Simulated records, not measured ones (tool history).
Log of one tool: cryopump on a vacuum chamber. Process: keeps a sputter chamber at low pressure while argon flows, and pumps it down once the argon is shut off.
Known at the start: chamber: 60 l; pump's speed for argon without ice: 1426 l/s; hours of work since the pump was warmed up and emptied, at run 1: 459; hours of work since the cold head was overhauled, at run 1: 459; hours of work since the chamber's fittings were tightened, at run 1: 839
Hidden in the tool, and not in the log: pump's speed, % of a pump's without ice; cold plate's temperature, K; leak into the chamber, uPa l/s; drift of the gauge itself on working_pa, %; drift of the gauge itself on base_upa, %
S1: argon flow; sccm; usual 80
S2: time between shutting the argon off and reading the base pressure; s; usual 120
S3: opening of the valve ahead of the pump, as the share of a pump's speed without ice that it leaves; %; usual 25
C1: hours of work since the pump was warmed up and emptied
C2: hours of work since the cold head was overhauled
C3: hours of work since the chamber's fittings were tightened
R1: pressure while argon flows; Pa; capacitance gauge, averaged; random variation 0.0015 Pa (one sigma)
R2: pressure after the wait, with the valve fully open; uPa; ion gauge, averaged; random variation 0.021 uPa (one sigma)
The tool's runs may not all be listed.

{"run": 1, "hour": 0.0, "S1": 80, "S2": 120, "S3": 25, "C1": 459, "C2": 459, "C3": 839, "R1": 0.3898, "R2": 1.28}
{"run": 2, "hour": 33.1, "S1": 80, "S2": 120, "S3": 25, "C1": 485, "C2": 485, "C3": 865, "R1": 0.3889, "R2": 1.31}
{"run": 3, "hour": 63.5, "S1": 80, "S2": 120, "S3": 25, "C1": 508, "C2": 508, "C3": 889, "R1": 0.3882, "R2": 1.38}
{"run": 4, "hour": 112.1, "S1": 42, "S2": 120, "S3": 25, "C1": 547, "C2": 547, "C3": 927, "R1": 0.2058, "R2": 1.38}
{"run": 5, "hour": 139.6, "S1": 80, "S2": 120, "S3": 17, "C1": 568, "C2": 568, "C3": 949, "R1": 0.5708, "R2": 1.42}
{"run": 6, "hour": 182.7, "S1": 80, "S2": 120, "S3": 17, "C1": 602, "C2": 602, "C3": 983, "R1": 0.5712, "R2": 1.42}
{"run": 7, "hour": 227.5, "S1": 80, "S2": 120, "S3": 33, "C1": 637, "C2": 637, "C3": 1018, "R1": 0.3018, "R2": 1.55}
{"run": 8, "hour": 257.4, "S1": 41, "S2": 120, "S3": 33, "C1": 661, "C2": 661, "C3": 1042, "R1": 0.1564, "R2": 1.53}
{"run": 9, "hour": 282.0, "S1": 41, "S2": 120, "S3": 33, "C1": 680, "C2": 680, "C3": 1061, "R1": 0.1562, "R2": 1.55}
{"hour": 316.0, "done": "leaking fittings of the chamber tightened, without venting"}
{"run": 10, "hour": 331.5, "S1": 41, "S2": 120, "S3": 33, "C1": 718, "C2": 718, "C3": 12, "R1": 0.1562, "R2": 0.59}
{"run": 11, "hour": 363.9, "S1": 41, "S2": 120, "S3": 33, "C1": 743, "C2": 743, "C3": 38, "R1": 0.1558, "R2": 0.58}
{"run": 12, "hour": 408.5, "S1": 47, "S2": 120, "S3": 25, "C1": 778, "C2": 778, "C3": 73, "R1": 0.2327, "R2": 0.61}
{"run": 13, "hour": 437.4, "S1": 47, "S2": 120, "S3": 25, "C1": 801, "C2": 801, "C3": 95, "R1": 0.2325, "R2": 0.63}
{"run": 14, "hour": 486.5, "S1": 47, "S2": 120, "S3": 25, "C1": 840, "C2": 840, "C3": 134, "R1": 0.232, "R2": 0.71}
{"run": 15, "hour": 530.5, "S1": 47, "S2": 120, "S3": 25, "C1": 874, "C2": 874, "C3": 169, "R1": 0.2359, "R2": 0.73}
{"run": 16, "hour": 590.9, "S1": 80, "S2": 120, "S3": 25, "C1": 922, "C2": 922, "C3": 216, "R1": 0.398, "R2": 0.81}
{"run": 17, "hour": 650.5, "S1": 80, "S2": 120, "S3": 25, "C1": 968, "C2": 968, "C3": 263, "R1": 0.4032, "R2": 0.85}
{"run": 18, "hour": 710.8, "S1": 80, "S2": 120, "S3": 25, "C1": 1016, "C2": 1016, "C3": 310, "R1": 0.4023, "R2": 0.88}
{"hour": 729.5, "done": "pump warmed up, emptied and cooled again"}
{"run": 19, "hour": 768.8, "S1": 69, "S2": 120, "S3": 20, "C1": 31, "C2": 1058, "C3": 352, "R1": 0.4099, "R2": 0.84}
{"run": 20, "hour": 822.1, "S1": 69, "S2": 120, "S3": 20, "C1": 73, "C2": 1099, "C3": 394, "R1": 0.4106, "R2": 0.89}
{"run": 21, "hour": 872.9, "S1": 134, "S2": 130, "S3": 20, "C1": 113, "C2": 1139, "C3": 434, "R1": 0.8001, "R2": 0.92}
{"run": 22, "hour": 919.1, "S1": 53, "S2": 120, "S3": 25, "C1": 149, "C2": 1176, "C3": 470, "R1": 0.2543, "R2": 0.93}
{"run": 23, "hour": 947.2, "S1": 53, "S2": 132, "S3": 57, "C1": 171, "C2": 1198, "C3": 492, "R1": 0.1122, "R2": 1.0}
{"run": 24, "hour": 976.9, "S1": 45, "S2": 132, "S3": 57, "C1": 195, "C2": 1221, "C3": 516, "R1": 0.0966, "R2": 1.01}
{"run": 25, "hour": 1016.4, "S1": 129, "S2": 170, "S3": 25, "C1": 226, "C2": 1252, "C3": 547, "R1": 0.6208, "R2": 0.95}
{"run": 26, "hour": 1056.2, "S1": 129, "S2": 170, "S3": 25, "C1": 257, "C2": 1284, "C3": 578, "R1": 0.6227, "R2": 1.02}
{"run": 27, "hour": 1085.9, "S1": 80, "S2": 242, "S3": 25, "C1": 280, "C2": 1307, "C3": 601, "R1": 0.3835, "R2": 0.98}
{"run": 28, "hour": 1114.2, "S1": 80, "S2": 242, "S3": 25, "C1": 302, "C2": 1329, "C3": 624, "R1": 0.3861, "R2": 1.0}
{"run": 29, "hour": 1156.8, "S1": 80, "S2": 242, "S3": 25, "C1": 336, "C2": 1363, "C3": 657, "R1": 0.3863, "R2": 1.02}
{"run": 30, "hour": 1216.6, "S1": 101, "S2": 124, "S3": 24, "C1": 383, "C2": 1410, "C3": 704, "R1": 0.5075, "R2": 1.1}
{"run": 31, "hour": 1274.7, "S1": 62, "S2": 208, "S3": 42, "C1": 429, "C2": 1455, "C3": 750, "R1": 0.1833, "R2": 1.14}
{"run": 32, "hour": 1325.3, "S1": 68, "S2": 112, "S3": 25, "C1": 468, "C2": 1495, "C3": 790, "R1": 0.3324, "R2": 1.31}
{"run": 33, "hour": 1376.4, "S1": 87, "S2": 227, "S3": 25, "C1": 509, "C2": 1535, "C3": 830, "R1": 0.4235, "R2": 1.21}

5 ways to go on from here, each from the tool as it stands after run 33. What would each give?
{"run": "A", "hour": 1400.9, "S1": 87, "S2": 227, "S3": 19, "C1": 528, "C2": 1555, "C3": 849, "R1": "?", "R2": "?"}
{"run": "B", "hour": 1400.9, "S1": 158, "S2": 27, "S3": 25, "C1": 528, "C2": 1555, "C3": 849, "R1": "?", "R2": "?"}
{"run": "C", "hour": 1400.9, "S1": 87, "S2": 55, "S3": 25, "C1": 528, "C2": 1555, "C3": 849, "R1": "?", "R2": "?"}
{"run": "D", "hour": 1400.9, "S1": 115, "S2": 163, "S3": 25, "C1": 528, "C2": 1555, "C3": 849, "R1": "?", "R2": "?"}
{"run": "E", "hour": 1400.9, "S1": 50, "S2": 187, "S3": 47, "C1": 528, "C2": 1555, "C3": 849, "R1": "?", "R2": "?"}

run=A R1=0.5576 R2=1.34
run=B R1=0.7752 R2=2.31
run=C R1=0.4283 R2=1.67
run=D R1=0.5647 R2=1.29
run=E R1=0.1332 R2=1.28
Without the tool's hidden state the same runs would have given:
run=A R1=0.5446 R2=0.41
run=B R1=0.7514 R2=1.40
run=C R1=0.4152 R2=0.78
run=D R1=0.5474 R2=0.39
run=E R1=0.1258 R2=0.38
